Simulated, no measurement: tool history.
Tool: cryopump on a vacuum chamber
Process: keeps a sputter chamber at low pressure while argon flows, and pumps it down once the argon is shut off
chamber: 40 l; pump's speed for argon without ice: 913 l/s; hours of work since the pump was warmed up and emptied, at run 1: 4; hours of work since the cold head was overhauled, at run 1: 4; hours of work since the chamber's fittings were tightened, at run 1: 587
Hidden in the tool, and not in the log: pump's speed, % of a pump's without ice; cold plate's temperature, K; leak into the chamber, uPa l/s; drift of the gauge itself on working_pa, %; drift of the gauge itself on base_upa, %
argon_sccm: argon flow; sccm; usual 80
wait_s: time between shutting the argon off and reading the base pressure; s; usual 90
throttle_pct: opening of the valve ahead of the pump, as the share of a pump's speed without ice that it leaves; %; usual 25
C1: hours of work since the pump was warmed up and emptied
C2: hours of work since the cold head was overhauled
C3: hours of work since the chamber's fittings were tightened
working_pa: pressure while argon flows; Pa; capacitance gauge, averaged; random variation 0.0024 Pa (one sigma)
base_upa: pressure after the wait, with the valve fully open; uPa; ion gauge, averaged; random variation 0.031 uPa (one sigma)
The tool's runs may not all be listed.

Run 1, hour 0: usual settings; C1 4; C2 4; C3 587. Result: working_pa 0.5913 Pa, base_upa 2.59 uPa.
Run 2, hour 7.9: usual settings; C1 7; C2 7; C3 590. Result: working_pa 0.5939 Pa, base_upa 2.65 uPa.
Run 3, hour 16.5: usual settings; C1 11; C2 11; C3 594. Result: working_pa 0.5988 Pa, base_upa 2.7 uPa.
Run 4, hour 25.3: usual settings but argon_sccm 38 sccm; C1 15; C2 15; C3 598. Result: working_pa 0.2811 Pa, base_upa 2.69 uPa.
Run 5, hour 35: usual settings but throttle_pct 27 %; C1 20; C2 20; C3 603. Result: working_pa 0.5516 Pa, base_upa 2.69 uPa.
Run 6, hour 45.4: usual settings but throttle_pct 27 %; C1 24; C2 24; C3 607. Result: working_pa 0.5493 Pa, base_upa 2.69 uPa.
Run 7, hour 58.3: usual settings but throttle_pct 27 %; C1 30; C2 30; C3 613. Result: working_pa 0.5523 Pa, base_upa 2.71 uPa.
Run 8, hour 65.6: usual settings but throttle_pct 27 %; C1 33; C2 33; C3 616. Result: working_pa 0.5543 Pa, base_upa 2.78 uPa.
Run 9, hour 77.2: usual settings but wait_s 218 s; C1 39; C2 39; C3 622. Result: working_pa 0.5986 Pa, base_upa 2.04 uPa.
Run 10, hour 86: usual settings but wait_s 218 s; C1 43; C2 43; C3 626. Result: working_pa 0.5922 Pa, base_upa 1.97 uPa.
Run 11, hour 96.4: usual settings but wait_s 218 s; C1 47; C2 47; C3 630. Result: working_pa 0.5974 Pa, base_upa 2.04 uPa.
Run 12, hour 106.6: usual settings but argon_sccm 118 sccm, wait_s 218 s, throttle_pct 46 %; C1 52; C2 52; C3 635. Result: working_pa 0.4867 Pa, base_upa 2.07 uPa.
Run 13, hour 121.9: usual settings but argon_sccm 81 sccm, wait_s 60 s, throttle_pct 51 %; C1 59; C2 59; C3 642. Result: working_pa 0.3019 Pa, base_upa 3.42 uPa.
Run 14, hour 131.8: usual settings but argon_sccm 94 sccm, wait_s 51 s, throttle_pct 22 %; C1 63; C2 63; C3 646. Result: working_pa 0.8001 Pa, base_upa 3.71 uPa.
Run 15, hour 142: usual settings but argon_sccm 94 sccm, wait_s 51 s, throttle_pct 22 %; C1 68; C2 68; C3 651. Result: working_pa 0.7982 Pa, base_upa 3.65 uPa.

Run 16 comes next. What will it give?
Run 16, hour 156.6: usual settings but argon_sccm 94 sccm, wait_s 51 s, throttle_pct 22 %; C1 74; C2 74; C3 657. Result: working_pa ?, base_upa ?.

working_pa: 0.8005 Pa
base_upa: 3.69 uPa
Without the tool's hidden state the same run would have given working_pa 0.7893 Pa, base_upa 2.44 uPa.
